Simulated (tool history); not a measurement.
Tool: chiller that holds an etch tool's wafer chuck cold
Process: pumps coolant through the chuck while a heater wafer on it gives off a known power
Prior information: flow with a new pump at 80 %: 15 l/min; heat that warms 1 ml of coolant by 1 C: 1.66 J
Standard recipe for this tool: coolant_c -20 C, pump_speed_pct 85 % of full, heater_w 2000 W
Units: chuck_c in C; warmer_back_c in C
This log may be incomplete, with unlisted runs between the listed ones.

Run 1, day 0.000: usual settings. Result: chuck_c -1.0 C, warmer_back_c 4.73 C.
Run 2, day 0.979: usual settings but coolant_c -13 C. Result: chuck_c 6.2 C, warmer_back_c 4.69 C.
Run 3, day 2.242: usual settings. Result: chuck_c -0.6 C, warmer_back_c 4.64 C.
Run 4, day 3.654: usual settings. Result: chuck_c -0.6 C, warmer_back_c 4.64 C.
Run 5, day 5.267: usual settings but coolant_c -15 C. Result: chuck_c 4.3 C, warmer_back_c 4.71 C.
Run 6, day 6.025: usual settings but coolant_c -15 C. Result: chuck_c 4.3 C, warmer_back_c 4.68 C.
Run 7, day 7.025: usual settings but coolant_c -15 C, pump_speed_pct 82 % of full. Result: chuck_c 4.7 C, warmer_back_c 4.82 C.
At day 7.217: chiller's thermometer calibrated.
Run 8, day 8.083: usual settings but coolant_c -15 C, pump_speed_pct 82 % of full. Result: chuck_c 4.4 C, warmer_back_c 4.82 C.
Run 9, day 9.379: usual settings. Result: chuck_c -1.4 C, warmer_back_c 4.65 C.
Run 10, day 10.733: usual settings but heater_w 1441 W. Result: chuck_c -6.4 C, warmer_back_c 3.31 C.
Run 11, day 11.579: usual settings but heater_w 1441 W. Result: chuck_c -6.3 C, warmer_back_c 3.31 C.
Run 12, day 12.621: usual settings but pump_speed_pct 72 % of full, heater_w 2941 W. Result: chuck_c 12.0 C, warmer_back_c 8.30 C.
Run 13, day 13.504: usual settings but coolant_c -14 C, pump_speed_pct 72 % of full, heater_w 1004 W. Result: chuck_c -3.0 C, warmer_back_c 2.77 C.
Run 14, day 14.188: usual settings but coolant_c -14 C, pump_speed_pct 72 % of full, heater_w 1004 W. Result: chuck_c -3.1 C, warmer_back_c 2.77 C.
Run 15, day 15.817: usual settings but coolant_c -30 C, pump_speed_pct 87 % of full. Result: chuck_c -11.4 C, warmer_back_c 4.53 C.
Run 16, day 16.788: usual settings but heater_w 1269 W. Result: chuck_c -7.9 C, warmer_back_c 2.97 C.
Run 17, day 18.017: usual settings but coolant_c -23 C, pump_speed_pct 79 % of full, heater_w 1298 W. Result: chuck_c -9.7 C, warmer_back_c 3.24 C.
Run 18, day 19.208: usual settings but coolant_c -11 C, pump_speed_pct 65 % of full, heater_w 2042 W. Result: chuck_c 13.4 C, warmer_back_c 6.47 C.
Run 19, day 20.342: usual settings but coolant_c -29 C, pump_speed_pct 65 % of full, heater_w 1455 W. Result: chuck_c -11.6 C, warmer_back_c 4.62 C.
Run 20, day 21.300: usual settings but coolant_c -29 C, pump_speed_pct 65 % of full, heater_w 1455 W. Result: chuck_c -11.8 C, warmer_back_c 4.57 C.
Run 21, day 22.417: usual settings but coolant_c -29 C, pump_speed_pct 65 % of full, heater_w 1455 W. Result: chuck_c -11.7 C, warmer_back_c 4.59 C.
Run 22, day 23.696: usual settings but coolant_c -29 C, pump_speed_pct 65 % of full, heater_w 1455 W. Result: chuck_c -11.4 C, warmer_back_c 4.57 C.

3 options for the next run, each taken on its own from the tool as it stands now. Forecast them:
Run A, day 24.546: usual settings but coolant_c -25 C, pump_speed_pct 70 % of full, heater_w 1669 W. Result: chuck_c ?, warmer_back_c ?.
Run B, day 24.546: usual settings but coolant_c -26 C. Result: chuck_c ?, warmer_back_c ?.
Run C, day 24.546: usual settings but heater_w 1526 W. Result: chuck_c ?, warmer_back_c ?.

run  chuck_c  warmer_back_c
  A     -6.2           4.85
  B     -7.1           4.71
  C     -5.6           3.61
The same runs, with their run-to-run variation unchanged, on a tool lacking any hidden condition would have given:
run  chuck_c  warmer_back_c
  A     -8.0           4.68
  B     -8.9           4.54
  C     -7.0           3.48
